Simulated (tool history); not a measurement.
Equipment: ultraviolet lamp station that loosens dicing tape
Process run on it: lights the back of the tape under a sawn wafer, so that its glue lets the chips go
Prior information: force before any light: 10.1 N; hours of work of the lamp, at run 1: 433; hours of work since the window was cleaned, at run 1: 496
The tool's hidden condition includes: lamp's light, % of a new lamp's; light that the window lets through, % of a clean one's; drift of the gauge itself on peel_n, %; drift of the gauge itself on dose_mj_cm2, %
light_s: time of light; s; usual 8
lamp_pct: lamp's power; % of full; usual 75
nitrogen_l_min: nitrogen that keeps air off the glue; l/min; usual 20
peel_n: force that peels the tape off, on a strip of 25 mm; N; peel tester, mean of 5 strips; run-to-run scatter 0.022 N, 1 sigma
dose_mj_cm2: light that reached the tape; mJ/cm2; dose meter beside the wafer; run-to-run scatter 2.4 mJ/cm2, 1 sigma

| run | hour | light_s | lamp_pct | nitrogen_l_min | hours of work of the lamp | hours of work since the window was cleaned | peel_n | dose_mj_cm2 |
|---|---|---|---|---|---|---|---|---|
| 1 | 0 | 8 | 75 | 20 | 433 | 496 | 1.485 | 220 |
| 2 | 50.1 | 8 | 75 | 20 | 457 | 521 | 1.532 | 210 |
| 3 | 125.3 | 5 | 75 | 20 | 494 | 558 | 3.104 | 131 |
| 4 | 170.1 | 5 | 75 | 20 | 516 | 580 | 3.089 | 131 |
|  | 188.5 | window cleaned of glue's vapour |
| 5 | 243.8 | 8 | 75 | 20 | 552 | 27 | 1.671 | 199 |
| 6 | 290.2 | 8 | 75 | 20 | 575 | 50 | 1.776 | 196 |
| 7 | 375.2 | 8 | 75 | 20 | 617 | 92 | 1.768 | 199 |
|  | 416 | window cleaned of glue's vapour, once more |
| 8 | 429.7 | 8 | 75 | 20 | 643 | 7 | 1.372 | 221 |
| 9 | 514.8 | 8 | 75 | 20 | 685 | 49 | 1.513 | 218 |
| 10 | 601.9 | 8 | 75 | 20 | 728 | 91 | 1.501 | 214 |
| 11 | 661.6 | 8 | 75 | 20 | 757 | 121 | 1.505 | 215 |
| 12 | 700.6 | 8 | 75 | 20 | 776 | 140 | 1.534 | 212 |
| 13 | 764.8 | 14 | 72 | 20 | 808 | 171 | 0.496 | 351 |
| 14 | 809.3 | 5 | 94 | 12 | 829 | 193 | 2.742 | 162 |
| 15 | 853.3 | 8 | 94 | 37 | 851 | 215 | 0.79 | 260 |
| 16 | 900.8 | 4 | 75 | 13 | 874 | 238 | 4.406 | 101 |
| 17 | 978.7 | 5 | 71 | 30 | 912 | 276 | 3.127 | 120 |
| 18 | 1069.3 | 6 | 71 | 30 | 957 | 321 | 2.446 | 140 |
| 19 | 1150.2 | 8 | 91 | 20 | 997 | 360 | 1.217 | 233 |
| 20 | 1227.9 | 8 | 91 | 20 | 1035 | 398 | 1.244 | 235 |
| 21 | 1316.2 | 8 | 91 | 20 | 1078 | 442 | 1.246 | 232 |
| 22 | 1369.3 | 11 | 82 | 39 | 1104 | 468 | 0.625 | 279 |
| 23 | 1432.7 | 13 | 91 | 39 | 1135 | 499 | 0.321 | 369 |

Here are 4 independent what-if runs from the current tool condition. What would each one return?
| A | 1513.6 | 13 | 78 | 7 | 1175 | 539 | ? | ? |
| B | 1513.6 | 12 | 75 | 33 | 1175 | 539 | ? | ? |
| C | 1513.6 | 8 | 63 | 26 | 1175 | 539 | ? | ? |
| D | 1513.6 | 14 | 87 | 19 | 1175 | 539 | ? | ? |

| run | peel_n | dose_mj_cm2 |
|---|---|---|
| A | 1.335 | 306 |
| B | 0.71 | 275 |
| C | 2.365 | 153 |
| D | 0.428 | 370 |
With no hidden state in the tool, these same runs would have given:
| run | peel_n | dose_mj_cm2 |
|---|---|---|
| A | 0.655 | 426 |
| B | 0.315 | 382 |
| C | 1.374 | 212 |
| D | 0.194 | 513 |
